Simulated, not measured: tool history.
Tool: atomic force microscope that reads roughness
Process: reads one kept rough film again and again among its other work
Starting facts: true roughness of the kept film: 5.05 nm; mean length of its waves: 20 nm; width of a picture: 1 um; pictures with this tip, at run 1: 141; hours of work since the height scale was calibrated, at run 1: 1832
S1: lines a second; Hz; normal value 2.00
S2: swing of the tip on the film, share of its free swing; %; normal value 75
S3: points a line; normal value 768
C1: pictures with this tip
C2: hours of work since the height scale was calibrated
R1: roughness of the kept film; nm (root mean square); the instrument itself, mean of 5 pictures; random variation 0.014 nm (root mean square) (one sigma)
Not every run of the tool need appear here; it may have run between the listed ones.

Run 1, hour 0.0: usual settings; C1 141; C2 1832. Result: R1 2.661 nm (root mean square).
At hour 11.2: new tip fitted.
Run 2, hour 52.9: usual settings but S3 319; C1 47; C2 1862. Result: R1 3.072 nm (root mean square).
Run 3, hour 127.8: usual settings but S3 319; C1 133; C2 1905. Result: R1 2.701 nm (root mean square).
At hour 142.1: new tip fitted.
Run 4, hour 202.3: usual settings but S3 319; C1 69; C2 1947. Result: R1 2.978 nm (root mean square).
Run 5, hour 239.9: usual settings; C1 112; C2 1968. Result: R1 2.861 nm (root mean square).
At hour 275.5: new tip fitted.
Run 6, hour 292.9: usual settings; C1 20; C2 1998. Result: R1 3.303 nm (root mean square).
Run 7, hour 351.1: usual settings but S3 561; C1 86; C2 2031. Result: R1 2.998 nm (root mean square).
Run 8, hour 390.5: usual settings but S1 2.55 Hz; C1 131; C2 2054. Result: R1 2.740 nm (root mean square).
At hour 411.3: new tip fitted.
Run 9, hour 425.7: usual settings but S1 2.55 Hz; C1 17; C2 2073. Result: R1 3.179 nm (root mean square).
Run 10, hour 480.5: usual settings but S1 2.55 Hz; C1 79; C2 2105. Result: R1 2.912 nm (root mean square).
At hour 547.0: new tip fitted.
Run 11, hour 557.3: usual settings but S3 536; C1 11; C2 2148. Result: R1 3.301 nm (root mean square).
Run 12, hour 595.5: usual settings but S3 446; C1 55; C2 2170. Result: R1 3.034 nm (root mean square).
Run 13, hour 637.8: usual settings but S2 67 %; C1 103; C2 2194. Result: R1 3.009 nm (root mean square).
At hour 679.3: new tip fitted.
Run 14, hour 679.3: usual settings; C1 0; C2 2217. Result: R1 3.337 nm (root mean square).
At hour 738.3: height scale calibrated on a step standard.
Run 15, hour 750.5: usual settings but S3 868; C1 81; C2 7. Result: R1 3.059 nm (root mean square).
Run 16, hour 793.8: usual settings but S1 2.35 Hz; C1 130; C2 32. Result: R1 2.765 nm (root mean square).
At hour 811.3: new tip fitted.
Run 17, hour 876.5: usual settings but S1 2.35 Hz; C1 75; C2 78. Result: R1 3.000 nm (root mean square).
Run 18, hour 923.8: usual settings but S1 2.35 Hz; C1 129; C2 105. Result: R1 2.757 nm (root mean square).
At hour 942.1: new tip fitted.
Run 19, hour 959.1: usual settings but S1 2.35 Hz; C1 20; C2 125. Result: R1 3.242 nm (root mean square).
Run 20, hour 1022.9: usual settings but S1 0.94 Hz, S2 55 %, S3 914; C1 93; C2 161. Result: R1 3.364 nm (root mean square).
At hour 1075.4: new tip fitted.
Run 21, hour 1075.4: usual settings but S1 0.90 Hz, S2 68 %; C1 0; C2 191. Result: R1 3.774 nm (root mean square).
Run 22, hour 1120.9: usual settings but S1 1.37 Hz, S2 60 %, S3 724; C1 52; C2 217. Result: R1 3.457 nm (root mean square).
Run 23, hour 1188.3: usual settings but S1 3.67 Hz, S2 59 %; C1 129; C2 255. Result: R1 2.934 nm (root mean square).
At hour 1213.3: new tip fitted.
Run 24, hour 1242.6: usual settings but S1 2.80 Hz, S2 59 %, S3 564; C1 33; C2 286. Result: R1 3.484 nm (root mean square).
Run 25, hour 1304.3: usual settings but S1 1.24 Hz, S2 64 %, S3 491; C1 104; C2 321. Result: R1 3.204 nm (root mean square).
At hour 1346.6: new tip fitted.
Run 26, hour 1355.9: usual settings but S1 0.79 Hz, S2 87 %, S3 696; C1 10; C2 350. Result: R1 3.504 nm (root mean square).
Run 27, hour 1438.6: usual settings but S1 0.66 Hz, S3 356; C1 105; C2 397. Result: R1 3.147 nm (root mean square).
Run 28, hour 1475.2: usual settings but S1 2.15 Hz, S2 71 %, S3 681; C1 147; C2 418. Result: R1 2.811 nm (root mean square).
At hour 1480.0: new tip fitted.
Run 29, hour 1553.7: usual settings but S1 2.15 Hz, S2 71 %, S3 681; C1 84; C2 462. Result: R1 3.063 nm (root mean square).
Run 30, hour 1597.2: usual settings but S2 55 %, S3 669; C1 133; C2 487. Result: R1 3.116 nm (root mean square).
At hour 1612.6: new tip fitted.
Run 31, hour 1664.6: usual settings but S2 55 %, S3 669; C1 60; C2 525. Result: R1 3.432 nm (root mean square).
Run 32, hour 1725.1: usual settings but S2 62 %, S3 271; C1 129; C2 559. Result: R1 2.916 nm (root mean square).
At hour 1748.3: new tip fitted.
Run 33, hour 1761.0: usual settings but S1 0.59 Hz, S2 65 %, S3 1014; C1 14; C2 580. Result: R1 3.785 nm (root mean square).
Run 34, hour 1795.7: usual settings but S1 3.47 Hz, S2 67 %, S3 285; C1 54; C2 599. Result: R1 3.007 nm (root mean square).
Run 35, hour 1852.7: usual settings but S1 3.47 Hz, S2 67 %, S3 285; C1 119; C2 632. Result: R1 2.741 nm (root mean square).
At hour 1878.9: new tip fitted.
Run 36, hour 1905.9: usual settings but S1 2.91 Hz, S2 55 %, S3 439; C1 30; C2 662. Result: R1 3.558 nm (root mean square).
Run 37, hour 1955.0: usual settings but S1 1.65 Hz, S2 60 %; C1 87; C2 690. Result: R1 3.332 nm (root mean square).
At hour 2012.9: new tip fitted.
Run 38, hour 2020.3: usual settings but S2 69 %, S3 769; C1 9; C2 726. Result: R1 3.518 nm (root mean square).

Pick out some run-to-run changes in R1. Of each, how much would a tool without hidden state show as well, from the settings, what came in and chance, and how much is left for the hidden state and any gauge scatter not in both results compared?
The tool's hidden condition here consists of: radius of the tip, nm; height scale over the true one, %; drift of the gauge itself on roughness_nm, %.
Run 13 -> 14: S2 67 -> 75, new tip fitted. R1 +0.328 nm (root mean square): hidden state +0.526, all else -0.198.
Run 20 -> 21: S1 0.94 -> 0.90, S2 55 -> 68, S3 914 -> 768, new tip fitted. R1 +0.410 nm (root mean square): hidden state +0.533, all else -0.123.
Run 32 -> 33: S1 2.00 -> 0.59, S2 62 -> 65, S3 271 -> 1014, new tip fitted. R1 +0.869 nm (root mean square): hidden state +0.563, all else +0.306.
Run 33 -> 34: S1 0.59 -> 3.47, S2 65 -> 67, S3 1014 -> 285. R1 -0.778 nm (root mean square): hidden state -0.171, all else -0.607.
Run 35 -> 36: S1 3.47 -> 2.91, S2 67 -> 55, S3 285 -> 439, new tip fitted. R1 +0.817 nm (root mean square): hidden state +0.365, all else +0.452.
